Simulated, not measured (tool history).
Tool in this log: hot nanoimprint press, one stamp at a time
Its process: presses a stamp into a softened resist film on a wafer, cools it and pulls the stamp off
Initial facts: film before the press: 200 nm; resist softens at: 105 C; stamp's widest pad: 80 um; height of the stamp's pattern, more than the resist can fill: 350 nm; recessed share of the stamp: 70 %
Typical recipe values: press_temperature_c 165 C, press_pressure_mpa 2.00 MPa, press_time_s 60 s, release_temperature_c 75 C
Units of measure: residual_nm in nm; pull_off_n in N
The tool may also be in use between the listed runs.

run 1 day=0.000 | press_temperature_c=165 press_pressure_mpa=2.00 press_time_s=60 release_temperature_c=75 | residual_nm=110.2 pull_off_n=118
run 2 day=2.525 | press_temperature_c=165 press_pressure_mpa=2.00 press_time_s=60 release_temperature_c=75 | residual_nm=108.9 pull_off_n=124
-- day=3.142 plate thermocouple calibrated
run 3 day=4.283 | press_temperature_c=165 press_pressure_mpa=2.00 press_time_s=60 release_temperature_c=75 | residual_nm=112.2 pull_off_n=127
run 4 day=6.346 | press_temperature_c=165 press_pressure_mpa=2.00 press_time_s=60 release_temperature_c=75 | residual_nm=112.0 pull_off_n=137
-- day=8.071 plate thermocouple calibrated, once more
run 5 day=9.200 | press_temperature_c=165 press_pressure_mpa=2.00 press_time_s=60 release_temperature_c=75 | residual_nm=103.9 pull_off_n=134
run 6 day=10.958 | press_temperature_c=165 press_pressure_mpa=2.00 press_time_s=60 release_temperature_c=75 | residual_nm=106.2 pull_off_n=142
run 7 day=12.642 | press_temperature_c=165 press_pressure_mpa=2.00 press_time_s=60 release_temperature_c=81 | residual_nm=105.1 pull_off_n=138
run 8 day=15.304 | press_temperature_c=165 press_pressure_mpa=1.54 press_time_s=60 release_temperature_c=75 | residual_nm=116.3 pull_off_n=153
run 9 day=17.742 | press_temperature_c=165 press_pressure_mpa=1.54 press_time_s=60 release_temperature_c=75 | residual_nm=118.4 pull_off_n=154
run 10 day=19.638 | press_temperature_c=165 press_pressure_mpa=2.00 press_time_s=60 release_temperature_c=75 | residual_nm=107.8 pull_off_n=161
run 11 day=21.338 | press_temperature_c=165 press_pressure_mpa=2.00 press_time_s=60 release_temperature_c=75 | residual_nm=105.8 pull_off_n=158
-- day=23.712 stamp cleaned and given a new release coat
run 12 day=23.712 | press_temperature_c=165 press_pressure_mpa=2.00 press_time_s=60 release_temperature_c=75 | residual_nm=107.9 pull_off_n=114
run 13 day=24.950 | press_temperature_c=165 press_pressure_mpa=1.31 press_time_s=60 release_temperature_c=75 | residual_nm=125.5 pull_off_n=120
run 14 day=26.717 | press_temperature_c=165 press_pressure_mpa=2.56 press_time_s=97 release_temperature_c=72 | residual_nm=82.2 pull_off_n=127
run 15 day=27.925 | press_temperature_c=168 press_pressure_mpa=2.95 press_time_s=68 release_temperature_c=65 | residual_nm=79.5 pull_off_n=134
run 16 day=30.446 | press_temperature_c=170 press_pressure_mpa=2.77 press_time_s=74 release_temperature_c=69 | residual_nm=73.4 pull_off_n=143
run 17 day=32.721 | press_temperature_c=169 press_pressure_mpa=1.46 press_time_s=45 release_temperature_c=68 | residual_nm=118.6 pull_off_n=147
run 18 day=34.488 | press_temperature_c=155 press_pressure_mpa=2.21 press_time_s=42 release_temperature_c=70 | residual_nm=157.7 pull_off_n=147
-- day=35.717 plate thermocouple calibrated
run 19 day=35.758 | press_temperature_c=161 press_pressure_mpa=1.75 press_time_s=58 release_temperature_c=72 | residual_nm=128.1 pull_off_n=146
run 20 day=37.046 | press_temperature_c=161 press_pressure_mpa=1.75 press_time_s=58 release_temperature_c=72 | residual_nm=128.2 pull_off_n=150

3 ways to go on from here, each from the tool as it stands after run 20. What would each give?
run A day=38.658 | press_temperature_c=161 press_pressure_mpa=1.75 press_time_s=84 release_temperature_c=72 | residual_nm=? pull_off_n=?
run B day=38.658 | press_temperature_c=168 press_pressure_mpa=1.50 press_time_s=58 release_temperature_c=72 | residual_nm=? pull_off_n=?
run C day=38.658 | press_temperature_c=165 press_pressure_mpa=2.00 press_time_s=65 release_temperature_c=74 | residual_nm=? pull_off_n=?

run=A residual_nm=116.2 pull_off_n=156
run=B residual_nm=109.7 pull_off_n=155
run=C residual_nm=104.3 pull_off_n=157
The same runs, with their run-to-run variation unchanged, on a tool lacking any hidden condition would have given:
run=A residual_nm=111.1 pull_off_n=121
run=B residual_nm=105.4 pull_off_n=121
run=C residual_nm=99.0 pull_off_n=122

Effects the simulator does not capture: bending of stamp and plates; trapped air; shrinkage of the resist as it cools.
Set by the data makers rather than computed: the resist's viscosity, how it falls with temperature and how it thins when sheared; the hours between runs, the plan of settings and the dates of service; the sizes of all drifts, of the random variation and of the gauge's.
